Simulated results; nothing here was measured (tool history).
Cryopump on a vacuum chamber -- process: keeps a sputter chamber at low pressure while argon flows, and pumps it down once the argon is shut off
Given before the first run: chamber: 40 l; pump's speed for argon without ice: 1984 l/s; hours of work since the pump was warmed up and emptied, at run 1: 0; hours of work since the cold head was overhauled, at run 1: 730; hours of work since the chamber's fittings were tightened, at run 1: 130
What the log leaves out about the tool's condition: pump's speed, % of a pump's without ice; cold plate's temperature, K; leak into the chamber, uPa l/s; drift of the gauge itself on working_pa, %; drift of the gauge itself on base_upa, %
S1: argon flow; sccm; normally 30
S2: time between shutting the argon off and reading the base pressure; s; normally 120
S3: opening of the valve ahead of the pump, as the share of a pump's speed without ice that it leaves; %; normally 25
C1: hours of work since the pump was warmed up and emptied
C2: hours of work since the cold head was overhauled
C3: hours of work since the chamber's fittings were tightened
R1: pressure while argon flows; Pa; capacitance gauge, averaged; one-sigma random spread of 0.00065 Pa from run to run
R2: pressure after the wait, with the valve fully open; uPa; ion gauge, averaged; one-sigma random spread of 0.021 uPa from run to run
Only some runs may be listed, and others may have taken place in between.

run,day,S1,S2,S3,C1,C2,C3,R1,R2
1,0,30,120,25,0,730,130,0.1028,0.4
2,0.888,30,120,25,17,747,147,0.1027,0.39
3,1.792,30,120,25,33,764,164,0.1028,0.41
4,2.533,30,86,25,47,778,177,0.1036,0.48
5,3.142,30,86,25,59,789,189,0.1028,0.51
6,3.554,30,86,25,66,797,197,0.1029,0.51
7,4.462,51,120,25,83,814,213,0.1761,0.41
8,5.342,30,82,25,100,830,230,0.1035,0.54
9,6.15,30,82,21,115,845,245,0.122,0.54
10,6.967,30,120,21,130,860,260,0.1227,0.46
11,7.492,30,120,21,140,870,270,0.1242,0.43
12,8.1,30,120,21,151,882,281,0.1228,0.48
13,8.7,30,120,21,163,893,293,0.1231,0.46
14,9.129,41,180,15,171,901,301,0.236,0.4
15,9.804,30,120,25,183,913,313,0.1038,0.48
16,10.233,30,120,25,191,921,321,0.1044,0.49
17,11.058,30,120,25,207,937,337,0.1057,0.51
18,12.025,27,120,25,225,955,355,0.0948,0.48
19,12.933,27,120,25,242,972,372,0.0942,0.56
20,13.408,30,120,27,251,981,381,0.0983,0.54
21,13.942,41,25,50,260,991,391,0.0738,1.22
22,14.704,56,25,43,275,1005,405,0.1176,1.21
23,15.671,36,33,43,293,1023,423,0.0758,1.05

5 ways to go on from here, each from the tool as it stands after run 23. What would each give?
A,16.317,30,27,22,305,1035,435,?,?
B,16.317,14,105,18,305,1035,435,?,?
C,16.317,16,21,43,305,1035,435,?,?
D,16.317,30,25,32,305,1035,435,?,?
E,16.317,19,33,43,305,1035,435,?,?

run,R1,R2
A,0.1207,1.14
B,0.0679,0.58
C,0.0338,1.44
D,0.0825,1.26
E,0.0395,1.01
Take away the tool's hidden state, keep each run's random variation, and the runs would have read:
run,R1,R2
A,0.1171,0.93
B,0.0662,0.36
C,0.0319,1.22
D,0.0789,1.04
E,0.0373,0.8
